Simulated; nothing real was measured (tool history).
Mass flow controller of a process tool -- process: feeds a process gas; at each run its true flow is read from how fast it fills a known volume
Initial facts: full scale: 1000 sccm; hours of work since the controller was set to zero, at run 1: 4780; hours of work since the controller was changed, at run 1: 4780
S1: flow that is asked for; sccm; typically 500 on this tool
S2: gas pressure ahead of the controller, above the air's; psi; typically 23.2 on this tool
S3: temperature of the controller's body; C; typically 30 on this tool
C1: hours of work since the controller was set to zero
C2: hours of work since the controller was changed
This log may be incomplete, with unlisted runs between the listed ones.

{"run": 1, "hour": 0.0, "S1": 500, "S2": 23.2, "S3": 30, "C1": 4780, "C2": 4780, "true flow (%)": 98.37}
{"run": 2, "hour": 440.6, "S1": 500, "S2": 23.2, "S3": 30, "C1": 4997, "C2": 4997, "true flow (%)": 98.4}
{"run": 3, "hour": 740.8, "S1": 500, "S2": 23.2, "S3": 30, "C1": 5145, "C2": 5145, "true flow (%)": 98.33}
{"run": 4, "hour": 1012.4, "S1": 500, "S2": 23.2, "S3": 30, "C1": 5280, "C2": 5280, "true flow (%)": 98.32}
{"run": 5, "hour": 1218.9, "S1": 500, "S2": 23.2, "S3": 30, "C1": 5381, "C2": 5381, "true flow (%)": 98.35}
{"run": 6, "hour": 1707.0, "S1": 500, "S2": 23.2, "S3": 30, "C1": 5622, "C2": 5622, "true flow (%)": 98.32}
{"run": 7, "hour": 2141.4, "S1": 500, "S2": 23.2, "S3": 30, "C1": 5837, "C2": 5837, "true flow (%)": 98.28}
{"run": 8, "hour": 2505.6, "S1": 500, "S2": 23.2, "S3": 30, "C1": 6017, "C2": 6017, "true flow (%)": 98.32}
{"run": 9, "hour": 2857.4, "S1": 500, "S2": 23.2, "S3": 30, "C1": 6191, "C2": 6191, "true flow (%)": 98.26}
{"run": 10, "hour": 3183.9, "S1": 500, "S2": 23.2, "S3": 30, "C1": 6352, "C2": 6352, "true flow (%)": 98.43}
{"run": 11, "hour": 3490.4, "S1": 500, "S2": 23.2, "S3": 30, "C1": 6503, "C2": 6503, "true flow (%)": 98.37}
{"run": 12, "hour": 3733.5, "S1": 500, "S2": 23.2, "S3": 30, "C1": 6623, "C2": 6623, "true flow (%)": 98.35}
{"hour": 4038.3, "done": "controller's zero set anew"}
{"run": 13, "hour": 4131.3, "S1": 500, "S2": 23.2, "S3": 34, "C1": 46, "C2": 6819, "true flow (%)": 98.56}
{"run": 14, "hour": 4500.9, "S1": 500, "S2": 23.2, "S3": 30, "C1": 228, "C2": 7002, "true flow (%)": 98.45}
{"run": 15, "hour": 4801.1, "S1": 500, "S2": 23.2, "S3": 30, "C1": 377, "C2": 7150, "true flow (%)": 98.45}
{"run": 16, "hour": 5280.9, "S1": 500, "S2": 23.2, "S3": 30, "C1": 614, "C2": 7387, "true flow (%)": 98.35}
{"run": 17, "hour": 5556.9, "S1": 500, "S2": 30.7, "S3": 30, "C1": 750, "C2": 7523, "true flow (%)": 98.77}
{"run": 18, "hour": 6021.3, "S1": 500, "S2": 30.7, "S3": 30, "C1": 979, "C2": 7753, "true flow (%)": 98.83}
{"run": 19, "hour": 6486.2, "S1": 500, "S2": 23.2, "S3": 21, "C1": 1209, "C2": 7982, "true flow (%)": 98.05}
{"run": 20, "hour": 6703.2, "S1": 500, "S2": 21.5, "S3": 30, "C1": 1316, "C2": 8089, "true flow (%)": 98.22}
{"run": 21, "hour": 6985.4, "S1": 500, "S2": 21.5, "S3": 30, "C1": 1455, "C2": 8229, "true flow (%)": 98.21}
{"run": 22, "hour": 7472.0, "S1": 500, "S2": 23.2, "S3": 30, "C1": 1696, "C2": 8469, "true flow (%)": 98.29}
{"run": 23, "hour": 7948.4, "S1": 500, "S2": 23.2, "S3": 30, "C1": 1931, "C2": 8704, "true flow (%)": 98.34}
{"run": 24, "hour": 8345.7, "S1": 500, "S2": 23.2, "S3": 30, "C1": 2127, "C2": 8900, "true flow (%)": 98.38}
{"run": 25, "hour": 8785.7, "S1": 500, "S2": 23.2, "S3": 33, "C1": 2344, "C2": 9118, "true flow (%)": 98.57}
{"run": 26, "hour": 9251.2, "S1": 500, "S2": 23.2, "S3": 33, "C1": 2574, "C2": 9348, "true flow (%)": 98.52}
{"run": 27, "hour": 9599.7, "S1": 500, "S2": 35.2, "S3": 33, "C1": 2746, "C2": 9520, "true flow (%)": 99.26}
{"run": 28, "hour": 9808.0, "S1": 744, "S2": 29.2, "S3": 39, "C1": 2849, "C2": 9623, "true flow (%)": 100.16}
{"run": 29, "hour": 10032.3, "S1": 936, "S2": 20.6, "S3": 38, "C1": 2960, "C2": 9733, "true flow (%)": 100.02}
{"run": 30, "hour": 10291.6, "S1": 936, "S2": 20.6, "S3": 38, "C1": 3088, "C2": 9861, "true flow (%)": 99.96}
{"run": 31, "hour": 10726.6, "S1": 454, "S2": 29.9, "S3": 21, "C1": 3303, "C2": 10076, "true flow (%)": 98.18}
{"run": 32, "hour": 11022.0, "S1": 454, "S2": 29.9, "S3": 21, "C1": 3449, "C2": 10222, "true flow (%)": 98.15}
{"run": 33, "hour": 11298.2, "S1": 500, "S2": 23.2, "S3": 20, "C1": 3585, "C2": 10358, "true flow (%)": 97.89}

Run 34, settings as shown, results not yet in. Your forecast:
{"run": 34, "hour": 11772.7, "S1": 132, "S2": 39.9, "S3": 40, "C1": 3819, "C2": 10593, "true flow (%)": "?"}

Logged for run 34: true flow (%) 98.66.
On a tool with no hidden condition, and with the same random variation, this run would have come out at true flow (%) 98.69.
